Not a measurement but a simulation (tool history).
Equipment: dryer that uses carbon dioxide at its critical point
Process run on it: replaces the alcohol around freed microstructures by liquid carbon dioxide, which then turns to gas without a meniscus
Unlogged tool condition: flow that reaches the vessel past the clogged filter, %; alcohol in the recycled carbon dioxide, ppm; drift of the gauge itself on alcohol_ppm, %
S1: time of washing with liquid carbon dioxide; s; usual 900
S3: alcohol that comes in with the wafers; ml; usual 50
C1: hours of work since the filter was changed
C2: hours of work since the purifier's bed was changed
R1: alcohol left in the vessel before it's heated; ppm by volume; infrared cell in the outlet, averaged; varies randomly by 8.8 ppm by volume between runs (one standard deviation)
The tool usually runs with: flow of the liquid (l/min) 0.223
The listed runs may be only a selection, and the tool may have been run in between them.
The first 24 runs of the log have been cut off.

{"day": 34.992, "done": "inlet filter changed"}
{"run": 25, "day": 35.029, "S1": 840, "flow of the liquid (l/min)": 0.223, "S3": 25, "C1": 1, "C2": 536, "R1": 466}
{"run": 26, "day": 35.983, "S1": 900, "flow of the liquid (l/min)": 0.223, "S3": 23, "C1": 19, "C2": 554, "R1": 331}
{"run": 27, "day": 36.983, "S1": 900, "flow of the liquid (l/min)": 0.223, "S3": 23, "C1": 38, "C2": 573, "R1": 339}
{"run": 28, "day": 38.829, "S1": 1200, "flow of the liquid (l/min)": 0.223, "S3": 72, "C1": 73, "C2": 608, "R1": 251}
{"day": 39.112, "done": "purifier's bed changed"}
{"run": 29, "day": 40.104, "S1": 780, "flow of the liquid (l/min)": 0.283, "S3": 35, "C1": 95, "C2": 19, "R1": 226}
{"run": 30, "day": 41.817, "S1": 1200, "flow of the liquid (l/min)": 0.337, "S3": 21, "C1": 128, "C2": 52, "R1": 23}
{"run": 31, "day": 42.896, "S1": 1200, "flow of the liquid (l/min)": 0.337, "S3": 21, "C1": 148, "C2": 72, "R1": 24}
{"run": 32, "day": 44.329, "S1": 900, "flow of the liquid (l/min)": 0.259, "S3": 27, "C1": 176, "C2": 100, "R1": 162}
{"run": 33, "day": 46.258, "S1": 1260, "flow of the liquid (l/min)": 0.223, "S3": 97, "C1": 213, "C2": 136, "R1": 190}
{"run": 34, "day": 47.175, "S1": 1260, "flow of the liquid (l/min)": 0.223, "S3": 97, "C1": 230, "C2": 154, "R1": 193}
{"run": 35, "day": 48.308, "S1": 1260, "flow of the liquid (l/min)": 0.194, "S3": 25, "C1": 252, "C2": 176, "R1": 138}
{"run": 36, "day": 49.888, "S1": 960, "flow of the liquid (l/min)": 0.329, "S3": 90, "C1": 282, "C2": 206, "R1": 108}
{"run": 37, "day": 51.025, "S1": 900, "flow of the liquid (l/min)": 0.148, "S3": 37, "C1": 304, "C2": 227, "R1": 2958}
{"run": 38, "day": 52.1, "S1": 900, "flow of the liquid (l/min)": 0.223, "S3": 64, "C1": 324, "C2": 248, "R1": 962}
{"run": 39, "day": 53.933, "S1": 780, "flow of the liquid (l/min)": 0.236, "S3": 31, "C1": 359, "C2": 283, "R1": 758}
{"day": 55.038, "done": "inlet filter changed"}
{"run": 40, "day": 55.038, "S1": 780, "flow of the liquid (l/min)": 0.236, "S3": 31, "C1": 0, "C2": 303, "R1": 555}
{"run": 41, "day": 56.758, "S1": 840, "flow of the liquid (l/min)": 0.223, "S3": 50, "C1": 33, "C2": 336, "R1": 812}
{"run": 42, "day": 57.896, "S1": 840, "flow of the liquid (l/min)": 0.223, "S3": 50, "C1": 55, "C2": 358, "R1": 850}
{"run": 43, "day": 58.908, "S1": 840, "flow of the liquid (l/min)": 0.225, "S3": 25, "C1": 74, "C2": 377, "R1": 441}
{"run": 44, "day": 60.742, "S1": 720, "flow of the liquid (l/min)": 0.351, "S3": 59, "C1": 109, "C2": 412, "R1": 239}
{"run": 45, "day": 62.738, "S1": 660, "flow of the liquid (l/min)": 0.312, "S3": 34, "C1": 147, "C2": 450, "R1": 431}
{"run": 46, "day": 63.7, "S1": 660, "flow of the liquid (l/min)": 0.312, "S3": 34, "C1": 165, "C2": 468, "R1": 437}

Branching from run 46: 5 alternative next runs. What would each branch give?
{"run": "A", "day": 64.675, "S1": 660, "flow of the liquid (l/min)": 0.196, "S3": 100, "C1": 184, "C2": 487, "R1": "?"}
{"run": "B", "day": 64.675, "S1": 1020, "flow of the liquid (l/min)": 0.283, "S3": 30, "C1": 184, "C2": 487, "R1": "?"}
{"run": "C", "day": 64.675, "S1": 1020, "flow of the liquid (l/min)": 0.331, "S3": 69, "C1": 184, "C2": 487, "R1": "?"}
{"run": "D", "day": 64.675, "S1": 900, "flow of the liquid (l/min)": 0.303, "S3": 42, "C1": 184, "C2": 487, "R1": "?"}
{"run": "E", "day": 64.675, "S1": 660, "flow of the liquid (l/min)": 0.299, "S3": 24, "C1": 184, "C2": 487, "R1": "?"}

run=A R1=7854
run=B R1=133
run=C R1=116
run=D R1=171
run=E R1=400
Without the tool's hidden state the same runs would have given:
run=A R1=6507
run=B R1=29
run=C R1=16
run=D R1=56
run=E R1=238

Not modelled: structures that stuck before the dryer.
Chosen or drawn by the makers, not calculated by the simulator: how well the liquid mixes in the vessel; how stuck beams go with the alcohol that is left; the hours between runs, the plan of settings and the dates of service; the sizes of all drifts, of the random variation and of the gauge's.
